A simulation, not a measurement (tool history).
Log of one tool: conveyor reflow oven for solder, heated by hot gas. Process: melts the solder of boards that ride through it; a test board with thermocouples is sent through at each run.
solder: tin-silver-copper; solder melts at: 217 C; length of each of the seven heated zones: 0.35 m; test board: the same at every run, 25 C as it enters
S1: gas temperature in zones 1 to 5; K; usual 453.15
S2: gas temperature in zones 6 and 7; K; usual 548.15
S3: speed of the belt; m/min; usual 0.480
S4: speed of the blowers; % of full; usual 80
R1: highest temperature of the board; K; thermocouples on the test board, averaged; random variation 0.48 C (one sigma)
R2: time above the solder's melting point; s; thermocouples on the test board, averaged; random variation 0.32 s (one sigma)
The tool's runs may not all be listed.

| run | hour | S1 | S2 | S3 | S4 | R1 | R2 |
|---|---|---|---|---|---|---|---|
| 1 | 0.0 | 453.15 | 548.15 | 0.480 | 80 | 531.05 | 73.2 |
| 2 | 10.1 | 453.15 | 548.15 | 0.480 | 80 | 531.95 | 72.5 |
| 3 | 27.4 | 453.15 | 548.15 | 0.480 | 80 | 532.45 | 72.7 |
| 4 | 41.0 | 453.15 | 537.15 | 0.480 | 80 | 521.95 | 65.3 |
|  | 50.4 | flux residue cleaned out of gas plates and filters |
| 5 | 55.9 | 453.15 | 548.15 | 0.480 | 80 | 535.55 | 75.8 |
| 6 | 71.9 | 453.15 | 548.15 | 0.480 | 80 | 534.35 | 75.2 |
| 7 | 82.0 | 453.15 | 548.15 | 0.577 | 80 | 530.15 | 58.7 |
| 8 | 96.3 | 453.15 | 548.15 | 0.577 | 80 | 529.65 | 58.9 |
| 9 | 109.5 | 453.15 | 553.15 | 0.577 | 80 | 532.95 | 61.1 |
| 10 | 120.0 | 448.15 | 553.15 | 0.394 | 80 | 543.45 | 96.9 |
| 11 | 134.9 | 448.15 | 553.15 | 0.461 | 70 | 539.05 | 78.5 |
| 12 | 146.3 | 453.15 | 554.15 | 0.432 | 64 | 540.25 | 86.9 |
| 13 | 154.2 | 461.15 | 554.15 | 0.528 | 88 | 540.35 | 73.8 |
| 14 | 162.6 | 444.15 | 551.15 | 0.480 | 80 | 536.35 | 72.9 |
| 15 | 171.2 | 444.15 | 551.15 | 0.480 | 80 | 536.05 | 72.6 |
| 16 | 185.9 | 463.15 | 536.15 | 0.480 | 59 | 522.25 | 70.3 |

Forecast each of these 4 alternatives for the next run:
| A | 197.6 | 463.15 | 559.15 | 0.480 | 79 | ? | ? |
| B | 197.6 | 453.15 | 544.15 | 0.480 | 80 | ? | ? |
| C | 197.6 | 445.15 | 548.15 | 0.426 | 89 | ? | ? |
| D | 197.6 | 453.15 | 548.15 | 0.480 | 78 | ? | ? |

| run | R1 | R2 |
|---|---|---|
| A | 545.85 | 85.6 |
| B | 531.05 | 72.9 |
| C | 538.25 | 85.3 |
| D | 533.95 | 74.9 |
Without the tool's hidden state the same runs would have given:
| run | R1 | R2 |
|---|---|---|
| A | 547.35 | 85.8 |
| B | 532.55 | 73.6 |
| C | 539.75 | 85.8 |
| D | 535.45 | 75.5 |
